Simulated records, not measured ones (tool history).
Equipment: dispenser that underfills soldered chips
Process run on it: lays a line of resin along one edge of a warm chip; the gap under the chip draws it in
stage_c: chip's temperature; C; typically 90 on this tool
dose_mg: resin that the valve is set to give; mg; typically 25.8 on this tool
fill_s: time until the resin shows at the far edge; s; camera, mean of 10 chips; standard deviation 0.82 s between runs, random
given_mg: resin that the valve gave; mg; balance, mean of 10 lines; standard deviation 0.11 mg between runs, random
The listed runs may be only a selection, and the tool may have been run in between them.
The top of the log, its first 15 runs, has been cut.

run,hour,stage_c,dose_mg,fill_s,given_mg
# hour 72.2: new syringe of resin
16,72.3,76,25.8,126.5,24.65
17,76.5,76,25.8,152.3,24.65
18,79.3,90,25.8,104.9,24.45
19,85.2,98,28.5,105.3,27.04
20,89.1,81,28.5,219.5,27.18
# hour 89.7: new syringe of resin
21,93.7,81,28.5,129.3,27.02
22,96.6,95,33.4,89.0,31.44
23,99.6,88,33.1,126.6,31.29
24,105.1,99,23.7,117.7,22.33
# hour 107.2: new syringe of resin
25,109.7,99,23.7,66.2,22.35
26,113.1,96,30.6,80.0,28.64
27,119.8,100,32.0,96.5,30.30
# hour 124.6: new syringe of resin
28,124.7,100,32.0,52.5,29.93
29,127.7,84,22.0,112.9,20.57
30,130.8,84,22.0,128.2,20.55
31,135.1,84,32.4,147.0,30.15
32,139.1,94,32.8,125.9,30.63
# hour 142.0: new syringe of resin
# hour 144.4: dispensing valve cleaned and set on the balance
33,144.6,77,32.8,126.3,32.78
34,147.6,87,24.3,106.8,24.25
35,152.7,77,25.2,189.8,24.93

Branching from run 35: 4 alternative next runs. What would each branch give?
A,156.5,76,31.8,?,?
B,156.5,79,28.5,?,?
C,156.5,92,29.3,?,?
D,156.5,90,33.3,?,?

run,fill_s,given_mg
A,231.0,31.82
B,205.3,28.39
C,129.4,29.08
D,138.9,33.09
Take away the tool's hidden state, keep each run's random variation, and the runs would have read:
run,fill_s,given_mg
A,123.5,31.96
B,109.6,28.52
C,68.8,29.21
D,74.1,33.23

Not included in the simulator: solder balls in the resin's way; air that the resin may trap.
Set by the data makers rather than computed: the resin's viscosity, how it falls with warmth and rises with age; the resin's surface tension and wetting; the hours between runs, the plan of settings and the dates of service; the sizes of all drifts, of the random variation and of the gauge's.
